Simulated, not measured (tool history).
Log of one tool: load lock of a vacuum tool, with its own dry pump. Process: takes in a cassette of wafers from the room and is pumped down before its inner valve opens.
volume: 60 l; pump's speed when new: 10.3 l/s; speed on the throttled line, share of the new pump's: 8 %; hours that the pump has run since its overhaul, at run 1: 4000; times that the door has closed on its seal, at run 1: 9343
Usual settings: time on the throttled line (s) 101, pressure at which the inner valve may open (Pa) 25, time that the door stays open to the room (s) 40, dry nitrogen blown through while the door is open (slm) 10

run,day,time on the throttled line (s),pressure at which the inner valve may open (Pa),time that the door stays open to the room (s),dry nitrogen blown through while the door is open (slm),hours that the pump has run since its overhaul,times that the door has closed on its seal,"incoming humidity of the room's air, %",time from the closed door until the inner valve may open (s),rise of the pressure with all valves shut (Pa/min)
1,0,101,25,40,10,4000,9343,44.7,140.7,0.066
2,2.679,101,25,40,10,4064,9609,43.9,141.8,0.07
3,6.658,101,25,40,45,4159,10004,41.9,142.3,0.058
4,11.429,101,25,40,45,4274,10478,42.8,142.1,0.063
5,14.996,101,25,40,45,4360,10832,44.9,142.9,0.066
6,17.812,101,25,130,10,4427,11111,46.5,142.5,0.097
7,20.929,101,25,130,10,4502,11420,46.3,141.6,0.099
8,26.721,101,25,40,10,4641,11995,45.5,141.6,0.085
9,30.275,101,25,40,10,4726,12348,45.3,141.8,0.087
10,33.975,140,25,40,10,4815,12715,43.6,177.7,0.088
11,38.546,101,25,40,10,4925,13168,43.4,142.4,0.095
12,42.7,101,25,40,10,5024,13581,44.7,142.3,0.099
13,46.042,101,25,40,10,5105,13912,43.8,141.9,0.102
14,49.088,101,25,40,10,5178,14214,44.8,142.1,0.104
15,53.892,86,25,40,10,5293,14691,45.3,127.8,0.1
16,57.888,94,26,37,8,5389,15087,45.4,135.1,0.114
17,60.542,183,25,76,10,5453,15351,43.5,217.9,0.12
18,63.325,175,25,40,6,5519,15627,45.3,209.9,0.124
19,69.442,175,25,40,6,5666,16234,44.3,209.3,0.125
20,73.588,175,25,64,6,5766,16645,42.8,210.3,0.132
21,78.079,101,25,56,11,5874,17091,48.9,142.2,0.133
22,84.033,68,20,59,11,6016,17682,45.5,113.9,0.136
23,89.708,68,19,59,17,6153,18245,46.8,114.9,0.14
24,93.292,124,19,238,32,6239,18601,41.8,165.3,0.138
25,95.8,124,19,94,42,6299,18849,44.4,166.4,0.132
26,98.642,95,22,40,10,6367,19131,42.9,137.3,0.142
27,103.367,95,22,40,10,6480,19600,42.9,137.5,0.15

Forecast each of these 4 alternatives for the next run:
A,107.104,101,29,40,10,6570,19971,46.2,?,?
B,107.104,95,22,40,17,6570,19971,46.7,?,?
C,107.104,101,25,40,6,6570,19971,45.4,?,?
D,107.104,126,45,40,26,6570,19971,42.3,?,?

run,time from the closed door until the inner valve may open (s),rise of the pressure with all valves shut (Pa/min)
A,141.7,0.158
B,137.4,0.146
C,142.2,0.166
D,161,0.144
Without the tool's hidden state the same runs would have given:
run,time from the closed door until the inner valve may open (s),rise of the pressure with all valves shut (Pa/min)
A,140.3,0.025
B,135.8,0.016
C,140.7,0.034
D,159.7,0.014
